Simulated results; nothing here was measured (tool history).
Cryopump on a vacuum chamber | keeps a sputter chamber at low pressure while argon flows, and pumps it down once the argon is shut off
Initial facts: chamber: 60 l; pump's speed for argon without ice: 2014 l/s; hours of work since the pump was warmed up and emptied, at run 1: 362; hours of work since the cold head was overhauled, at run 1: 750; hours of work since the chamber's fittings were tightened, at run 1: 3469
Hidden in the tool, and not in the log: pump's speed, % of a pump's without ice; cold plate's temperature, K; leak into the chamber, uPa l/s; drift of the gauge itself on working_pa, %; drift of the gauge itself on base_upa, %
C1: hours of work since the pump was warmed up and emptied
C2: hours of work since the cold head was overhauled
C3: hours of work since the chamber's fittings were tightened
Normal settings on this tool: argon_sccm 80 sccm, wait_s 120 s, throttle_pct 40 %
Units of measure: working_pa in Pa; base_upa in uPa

Run 1, hour 0.0: usual settings; C1 362; C2 750; C3 3469. Result: working_pa 0.1909 Pa, base_upa 1.13 uPa.
Run 2, hour 20.2: usual settings but argon_sccm 33 sccm; C1 374; C2 762; C3 3480. Result: working_pa 0.0784 Pa, base_upa 1.08 uPa.
At hour 37.8: pump warmed up, emptied and cooled again.
Run 3, hour 49.9: usual settings; C1 7; C2 776; C3 3495. Result: working_pa 0.1684 Pa, base_upa 0.84 uPa.
Run 4, hour 66.1: usual settings; C1 16; C2 786; C3 3504. Result: working_pa 0.1694 Pa, base_upa 0.93 uPa.
Run 5, hour 97.8: usual settings; C1 35; C2 804; C3 3523. Result: working_pa 0.1705 Pa, base_upa 0.91 uPa.
Run 6, hour 116.7: usual settings but argon_sccm 41 sccm; C1 46; C2 815; C3 3534. Result: working_pa 0.0875 Pa, base_upa 0.94 uPa.
Run 7, hour 148.4: usual settings but argon_sccm 41 sccm; C1 64; C2 833; C3 3552. Result: working_pa 0.0871 Pa, base_upa 0.89 uPa.
Run 8, hour 170.8: usual settings but argon_sccm 122 sccm, wait_s 68 s; C1 77; C2 846; C3 3565. Result: working_pa 0.2632 Pa, base_upa 1.04 uPa.
Run 9, hour 185.7: usual settings but argon_sccm 139 sccm, wait_s 83 s, throttle_pct 22 %; C1 86; C2 855; C3 3574. Result: working_pa 0.5357 Pa, base_upa 0.98 uPa.
Run 10, hour 218.2: usual settings but argon_sccm 103 sccm, wait_s 54 s, throttle_pct 54 %; C1 105; C2 874; C3 3593. Result: working_pa 0.1658 Pa, base_upa 1.16 uPa.
Run 11, hour 235.8: usual settings but argon_sccm 145 sccm, wait_s 81 s, throttle_pct 37 %; C1 115; C2 884; C3 3603. Result: working_pa 0.3396 Pa, base_upa 1.01 uPa.
Run 12, hour 268.6: usual settings but argon_sccm 145 sccm, wait_s 81 s, throttle_pct 37 %; C1 134; C2 903; C3 3622. Result: working_pa 0.3406 Pa, base_upa 1.02 uPa.
Run 13, hour 297.9: usual settings but argon_sccm 54 sccm, wait_s 81 s, throttle_pct 30 %; C1 151; C2 920; C3 3639. Result: working_pa 0.1550 Pa, base_upa 1.09 uPa.

Describe how what the log doesn't record of the tool's condition differs between the last listed run preceding each entry between runs and the first listed run following it.
From run 2 to run 3: pump warmed up, emptied and cooled again (hour 37.8)
  pump's speed, % of a pump's without ice: 76.1 -> 99.3; leak into the chamber, uPa l/s: 1438 -> 1442
  measured minus no-state result, working_pa: +0.0091 -> +0.0012 Pa; base_upa: +0.78 -> +0.58 uPa
